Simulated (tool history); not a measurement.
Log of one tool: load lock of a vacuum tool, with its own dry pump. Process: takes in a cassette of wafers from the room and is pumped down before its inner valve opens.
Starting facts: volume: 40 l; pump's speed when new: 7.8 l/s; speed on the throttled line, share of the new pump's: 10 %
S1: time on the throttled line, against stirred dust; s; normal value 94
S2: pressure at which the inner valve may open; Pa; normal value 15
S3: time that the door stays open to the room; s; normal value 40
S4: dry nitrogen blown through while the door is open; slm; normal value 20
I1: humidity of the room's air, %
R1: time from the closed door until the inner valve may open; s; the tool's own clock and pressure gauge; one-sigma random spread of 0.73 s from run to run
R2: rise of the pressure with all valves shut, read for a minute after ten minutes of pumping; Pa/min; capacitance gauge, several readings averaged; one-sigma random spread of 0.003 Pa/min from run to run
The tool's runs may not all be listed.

Run 1, day 0: usual settings; I1 45.7. Result: R1 139.1 s, R2 0.074 Pa/min.
At day 14.488: dry pump taken out, an overhauled one fitted.
Run 2, day 15.646: usual settings; I1 45. Result: R1 130.5 s, R2 0.082 Pa/min.
Run 3, day 37.492: usual settings; I1 44.7. Result: R1 129.8 s, R2 0.095 Pa/min.
Run 4, day 62.183: usual settings; I1 46.3. Result: R1 130.5 s, R2 0.105 Pa/min.
Run 5, day 78.092: usual settings; I1 44.5. Result: R1 131.1 s, R2 0.113 Pa/min.
Run 6, day 88.808: usual settings but S2 18 Pa; I1 43.5. Result: R1 130 s, R2 0.123 Pa/min.
Run 7, day 102.179: usual settings but S2 18 Pa; I1 46. Result: R1 130.5 s, R2 0.137 Pa/min.
Run 8, day 113.333: usual settings but S2 13 Pa; I1 46.3. Result: R1 132 s, R2 0.151 Pa/min.
Run 9, day 129.592: usual settings but S2 13 Pa; I1 43.5. Result: R1 132 s, R2 0.16 Pa/min.
Run 10, day 140.946: usual settings; I1 45. Result: R1 132.1 s, R2 0.164 Pa/min.
Run 11, day 154.883: usual settings; I1 49.9. Result: R1 132.3 s, R2 0.194 Pa/min.
Run 12, day 165.512: usual settings but S3 111 s; I1 42.3. Result: R1 132.4 s, R2 0.237 Pa/min.
Run 13, day 186.45: usual settings but S3 111 s; I1 45. Result: R1 131.9 s, R2 0.252 Pa/min.
Run 14, day 201.45: usual settings but S4 5 slm; I1 44.9. Result: R1 132.9 s, R2 0.267 Pa/min.
Run 15, day 219.325: usual settings but S4 5 slm; I1 45.7. Result: R1 133.3 s, R2 0.287 Pa/min.
At day 240.592: door's seal changed, seat wiped.
Run 16, day 243.429: usual settings but S1 129 s; I1 44. Result: R1 164.3 s, R2 0.044 Pa/min.
Run 17, day 257: usual settings but S1 50 s, S4 6 slm; I1 46.2. Result: R1 94.5 s, R2 0.061 Pa/min.

Predict the results of run 18:
Run 18, day 275.788: usual settings but S1 50 s, S4 6 slm; I1 47.3. Result: R1 ?, R2 ?.

{"run 18": {"R1": 95.7, "R2": 0.066}}
With the hidden condition absent and the run-to-run variation left alone, this run would have shown R1 91.4 s, R2 0.055 Pa/min.
